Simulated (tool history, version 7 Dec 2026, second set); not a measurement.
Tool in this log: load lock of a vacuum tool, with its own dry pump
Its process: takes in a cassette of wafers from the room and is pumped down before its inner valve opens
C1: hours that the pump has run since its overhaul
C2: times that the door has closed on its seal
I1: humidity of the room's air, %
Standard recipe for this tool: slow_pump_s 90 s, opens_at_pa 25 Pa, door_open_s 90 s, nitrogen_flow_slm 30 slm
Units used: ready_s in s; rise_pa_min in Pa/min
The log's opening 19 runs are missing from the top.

{"run": 20, "hour": 1559.7, "slow_pump_s": 90, "opens_at_pa": 25, "door_open_s": 90, "nitrogen_flow_slm": 4, "C1": 5709, "C2": 2544, "I1": 47.0, "ready_s": 140.9, "rise_pa_min": 0.039}
{"run": 21, "hour": 1658.0, "slow_pump_s": 90, "opens_at_pa": 25, "door_open_s": 90, "nitrogen_flow_slm": 4, "C1": 5807, "C2": 2808, "I1": 44.6, "ready_s": 140.7, "rise_pa_min": 0.043}
{"run": 22, "hour": 1716.1, "slow_pump_s": 90, "opens_at_pa": 25, "door_open_s": 90, "nitrogen_flow_slm": 4, "C1": 5865, "C2": 2965, "I1": 46.3, "ready_s": 142.4, "rise_pa_min": 0.037}
{"run": 23, "hour": 1782.1, "slow_pump_s": 90, "opens_at_pa": 25, "door_open_s": 90, "nitrogen_flow_slm": 4, "C1": 5931, "C2": 3143, "I1": 44.0, "ready_s": 141.2, "rise_pa_min": 0.039}
{"run": 24, "hour": 1868.6, "slow_pump_s": 90, "opens_at_pa": 25, "door_open_s": 90, "nitrogen_flow_slm": 4, "C1": 6018, "C2": 3376, "I1": 44.3, "ready_s": 141.9, "rise_pa_min": 0.045}
{"run": 25, "hour": 1974.6, "slow_pump_s": 93, "opens_at_pa": 43, "door_open_s": 90, "nitrogen_flow_slm": 10, "C1": 6124, "C2": 3661, "I1": 47.1, "ready_s": 138.3, "rise_pa_min": 0.035}
{"run": 26, "hour": 2045.4, "slow_pump_s": 93, "opens_at_pa": 43, "door_open_s": 90, "nitrogen_flow_slm": 10, "C1": 6195, "C2": 3852, "I1": 44.2, "ready_s": 139.2, "rise_pa_min": 0.03}
{"run": 27, "hour": 2121.0, "slow_pump_s": 93, "opens_at_pa": 36, "door_open_s": 90, "nitrogen_flow_slm": 10, "C1": 6270, "C2": 4056, "I1": 44.2, "ready_s": 139.9, "rise_pa_min": 0.03}
{"run": 28, "hour": 2229.4, "slow_pump_s": 93, "opens_at_pa": 36, "door_open_s": 90, "nitrogen_flow_slm": 10, "C1": 6379, "C2": 4348, "I1": 44.5, "ready_s": 139.0, "rise_pa_min": 0.038}
{"run": 29, "hour": 2311.9, "slow_pump_s": 93, "opens_at_pa": 36, "door_open_s": 90, "nitrogen_flow_slm": 29, "C1": 6461, "C2": 4570, "I1": 43.3, "ready_s": 139.0, "rise_pa_min": 0.03}

Predict the results of run 30:
{"run": 30, "hour": 2407.8, "slow_pump_s": 93, "opens_at_pa": 36, "door_open_s": 90, "nitrogen_flow_slm": 29, "C1": 6557, "C2": 4828, "I1": 47.6, "ready_s": "?", "rise_pa_min": "?"}

{"run 30": {"ready_s": 140.1, "rise_pa_min": 0.029}}
Had the tool carried no hidden state, the very same run would have given ready_s 136.8 s, rise_pa_min 0.012 Pa/min.
